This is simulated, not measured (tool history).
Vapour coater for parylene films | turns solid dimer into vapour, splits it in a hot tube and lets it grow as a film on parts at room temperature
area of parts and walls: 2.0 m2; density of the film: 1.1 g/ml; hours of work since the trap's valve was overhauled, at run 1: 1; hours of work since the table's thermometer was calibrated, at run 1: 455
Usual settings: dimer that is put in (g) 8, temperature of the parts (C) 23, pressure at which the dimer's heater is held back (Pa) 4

| run | hour | dimer that is put in (g) | temperature of the parts (C) | pressure at which the dimer's heater is held back (Pa) | hours of work since the trap's valve was overhauled | hours of work since the table's thermometer was calibrated | thickness of the film (nm) |
|---|---|---|---|---|---|---|---|
| 1 | 0 | 8 | 23 | 4 | 1 | 455 | 1700 |
| 2 | 9.7 | 8 | 23 | 4 | 7 | 461 | 1750 |
| 3 | 24.8 | 8 | 23 | 4 | 16 | 470 | 1710 |
| 4 | 42.9 | 8 | 23 | 4 | 27 | 481 | 1700 |
| 5 | 63.5 | 8 | 23 | 4 | 39 | 494 | 1690 |
| 6 | 78.8 | 8 | 23 | 4 | 49 | 503 | 1690 |
| 7 | 101 | 8 | 23 | 4 | 62 | 516 | 1700 |
| 8 | 111.8 | 5 | 18 | 4 | 69 | 523 | 1250 |
| 9 | 130.5 | 5 | 18 | 4 | 80 | 534 | 1270 |
| 10 | 151.8 | 5 | 18 | 4 | 93 | 547 | 1270 |
| 11 | 170.4 | 8 | 18 | 10.39 | 104 | 558 | 1660 |
| 12 | 189.4 | 8 | 23 | 4 | 116 | 570 | 1650 |
| 13 | 206.5 | 8 | 17 | 5.51 | 126 | 580 | 1960 |

4 ways to go on from here, each from the tool as it stands after run 13. What would each give?
| A | 222.3 | 8 | 26 | 4 | 136 | 590 | ? |
| B | 222.3 | 14 | 23 | 2.38 | 136 | 590 | ? |
| C | 222.3 | 13 | 17 | 2.31 | 136 | 590 | ? |
| D | 222.3 | 4 | 24 | 8.26 | 136 | 590 | ? |

| run | thickness of the film (nm) |
|---|---|
| A | 1440 |
| B | 3210 |
| C | 3800 |
| D | 680 |
Without the tool's hidden state the same runs would have given:
| run | thickness of the film (nm) |
|---|---|
| A | 1540 |
| B | 3440 |
| C | 4070 |
| D | 730 |
